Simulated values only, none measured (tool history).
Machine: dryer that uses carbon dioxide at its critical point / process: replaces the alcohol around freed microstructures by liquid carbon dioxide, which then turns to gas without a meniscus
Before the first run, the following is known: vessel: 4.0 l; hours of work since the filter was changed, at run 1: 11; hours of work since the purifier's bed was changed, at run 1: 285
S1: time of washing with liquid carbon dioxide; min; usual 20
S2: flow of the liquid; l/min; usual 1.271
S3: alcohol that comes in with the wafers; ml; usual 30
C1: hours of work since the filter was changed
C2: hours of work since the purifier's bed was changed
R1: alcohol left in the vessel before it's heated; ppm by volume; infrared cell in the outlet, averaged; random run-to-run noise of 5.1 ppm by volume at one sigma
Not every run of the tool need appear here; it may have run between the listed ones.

{"run": 1, "hour": 0.0, "S1": 20, "S2": 1.271, "S3": 30, "C1": 11, "C2": 285, "R1": 96}
{"run": 2, "hour": 11.3, "S1": 20, "S2": 1.271, "S3": 30, "C1": 17, "C2": 292, "R1": 100}
{"run": 3, "hour": 18.3, "S1": 20, "S2": 1.271, "S3": 30, "C1": 22, "C2": 296, "R1": 93}
{"run": 4, "hour": 28.4, "S1": 20, "S2": 1.271, "S3": 30, "C1": 28, "C2": 302, "R1": 103}
{"run": 5, "hour": 38.5, "S1": 20, "S2": 1.271, "S3": 30, "C1": 33, "C2": 308, "R1": 91}
{"run": 6, "hour": 46.4, "S1": 20, "S2": 1.96, "S3": 30, "C1": 38, "C2": 312, "R1": 67}
{"run": 7, "hour": 62.5, "S1": 20, "S2": 1.96, "S3": 30, "C1": 48, "C2": 322, "R1": 58}
{"run": 8, "hour": 75.0, "S1": 20, "S2": 1.96, "S3": 30, "C1": 55, "C2": 329, "R1": 57}
{"run": 9, "hour": 89.9, "S1": 20, "S2": 1.96, "S3": 30, "C1": 64, "C2": 338, "R1": 70}
{"run": 10, "hour": 105.5, "S1": 20, "S2": 1.96, "S3": 30, "C1": 73, "C2": 347, "R1": 75}
{"run": 11, "hour": 115.2, "S1": 20, "S2": 1.96, "S3": 30, "C1": 79, "C2": 353, "R1": 63}
{"run": 12, "hour": 128.7, "S1": 20, "S2": 1.96, "S3": 30, "C1": 86, "C2": 361, "R1": 77}
{"run": 13, "hour": 144.6, "S1": 20, "S2": 1.96, "S3": 30, "C1": 96, "C2": 370, "R1": 72}
{"run": 14, "hour": 159.7, "S1": 20, "S2": 1.96, "S3": 30, "C1": 105, "C2": 379, "R1": 69}
{"run": 15, "hour": 172.9, "S1": 20, "S2": 1.271, "S3": 117, "C1": 113, "C2": 387, "R1": 266}
{"run": 16, "hour": 185.2, "S1": 20, "S2": 1.271, "S3": 30, "C1": 120, "C2": 394, "R1": 133}
{"run": 17, "hour": 193.4, "S1": 20, "S2": 1.271, "S3": 30, "C1": 125, "C2": 399, "R1": 130}
{"run": 18, "hour": 204.1, "S1": 20, "S2": 1.271, "S3": 30, "C1": 131, "C2": 405, "R1": 129}
{"run": 19, "hour": 214.4, "S1": 20, "S2": 1.271, "S3": 30, "C1": 137, "C2": 411, "R1": 130}
{"run": 20, "hour": 221.4, "S1": 20, "S2": 1.271, "S3": 30, "C1": 141, "C2": 415, "R1": 132}
{"run": 21, "hour": 233.3, "S1": 20, "S2": 2.1, "S3": 30, "C1": 148, "C2": 422, "R1": 86}
{"run": 22, "hour": 248.7, "S1": 20, "S2": 1.271, "S3": 30, "C1": 157, "C2": 431, "R1": 128}
{"run": 23, "hour": 261.1, "S1": 20, "S2": 1.271, "S3": 30, "C1": 164, "C2": 439, "R1": 136}
{"run": 24, "hour": 269.3, "S1": 20, "S2": 0.87, "S3": 30, "C1": 169, "C2": 443, "R1": 350}
{"run": 25, "hour": 281.9, "S1": 20, "S2": 0.87, "S3": 30, "C1": 177, "C2": 451, "R1": 341}
{"run": 26, "hour": 296.3, "S1": 20, "S2": 0.87, "S3": 30, "C1": 185, "C2": 459, "R1": 357}
{"run": 27, "hour": 312.8, "S1": 20, "S2": 0.93, "S3": 30, "C1": 195, "C2": 469, "R1": 301}
{"run": 28, "hour": 320.4, "S1": 22, "S2": 0.89, "S3": 96, "C1": 199, "C2": 474, "R1": 668}
{"run": 29, "hour": 333.1, "S1": 29, "S2": 0.88, "S3": 30, "C1": 207, "C2": 481, "R1": 148}
{"run": 30, "hour": 347.7, "S1": 20, "S2": 1.271, "S3": 25, "C1": 215, "C2": 490, "R1": 136}
{"run": 31, "hour": 358.1, "S1": 31, "S2": 1.271, "S3": 30, "C1": 221, "C2": 496, "R1": 98}
{"run": 32, "hour": 373.9, "S1": 31, "S2": 1.271, "S3": 30, "C1": 231, "C2": 505, "R1": 109}
{"run": 33, "hour": 390.0, "S1": 16, "S2": 1.12, "S3": 53, "C1": 240, "C2": 514, "R1": 520}
{"run": 34, "hour": 403.4, "S1": 16, "S2": 1.12, "S3": 53, "C1": 248, "C2": 522, "R1": 540}
{"run": 35, "hour": 412.6, "S1": 20, "S2": 0.97, "S3": 111, "C1": 253, "C2": 528, "R1": 817}
{"run": 36, "hour": 424.6, "S1": 20, "S2": 0.97, "S3": 111, "C1": 261, "C2": 535, "R1": 832}
{"run": 37, "hour": 432.4, "S1": 15, "S2": 0.97, "S3": 111, "C1": 265, "C2": 539, "R1": 1899}
{"run": 38, "hour": 447.0, "S1": 15, "S2": 0.97, "S3": 111, "C1": 274, "C2": 548, "R1": 1869}
{"run": 39, "hour": 455.5, "S1": 19, "S2": 2.06, "S3": 26, "C1": 279, "C2": 553, "R1": 117}
{"run": 40, "hour": 464.9, "S1": 19, "S2": 2.06, "S3": 26, "C1": 284, "C2": 559, "R1": 102}
{"run": 41, "hour": 474.8, "S1": 13, "S2": 1.271, "S3": 30, "C1": 290, "C2": 564, "R1": 430}
{"run": 42, "hour": 489.5, "S1": 15, "S2": 0.77, "S3": 30, "C1": 299, "C2": 573, "R1": 977}
{"run": 43, "hour": 496.6, "S1": 15, "S2": 0.77, "S3": 30, "C1": 303, "C2": 577, "R1": 963}
{"run": 44, "hour": 508.0, "S1": 21, "S2": 1.0, "S3": 37, "C1": 310, "C2": 584, "R1": 293}
{"run": 45, "hour": 523.7, "S1": 16, "S2": 1.07, "S3": 30, "C1": 319, "C2": 593, "R1": 416}
{"run": 46, "hour": 539.6, "S1": 20, "S2": 1.271, "S3": 27, "C1": 328, "C2": 602, "R1": 161}

The same runs without the tool's hidden state, with the same run-to-run variation:
The hidden state here: flow that reaches the vessel past the clogged filter, %; alcohol in the recycled carbon dioxide, ppm; drift of the gauge itself on alcohol_ppm, %.
run=1 R1=45
run=2 R1=48
run=3 R1=41
run=4 R1=50
run=5 R1=37
run=6 R1=13
run=7 R1=2
run=8 R1=0
run=9 R1=11
run=10 R1=13
run=11 R1=2
run=12 R1=12
run=13 R1=7
run=14 R1=3
run=15 R1=174
run=16 R1=59
run=17 R1=52
run=18 R1=50
run=19 R1=51
run=20 R1=50
run=21 R1=13
run=22 R1=46
run=23 R1=50
run=24 R1=240
run=25 R1=232
run=26 R1=243
run=27 R1=188
run=28 R1=497
run=29 R1=50
run=30 R1=40
run=31 R1=12
run=32 R1=19
run=33 R1=357
run=34 R1=371
run=35 R1=591
run=36 R1=597
run=37 R1=1535
run=38 R1=1502
run=39 R1=16
run=40 R1=3
run=41 R1=272
run=42 R1=765
run=43 R1=749
run=44 R1=145
run=45 R1=248
run=46 R1=38

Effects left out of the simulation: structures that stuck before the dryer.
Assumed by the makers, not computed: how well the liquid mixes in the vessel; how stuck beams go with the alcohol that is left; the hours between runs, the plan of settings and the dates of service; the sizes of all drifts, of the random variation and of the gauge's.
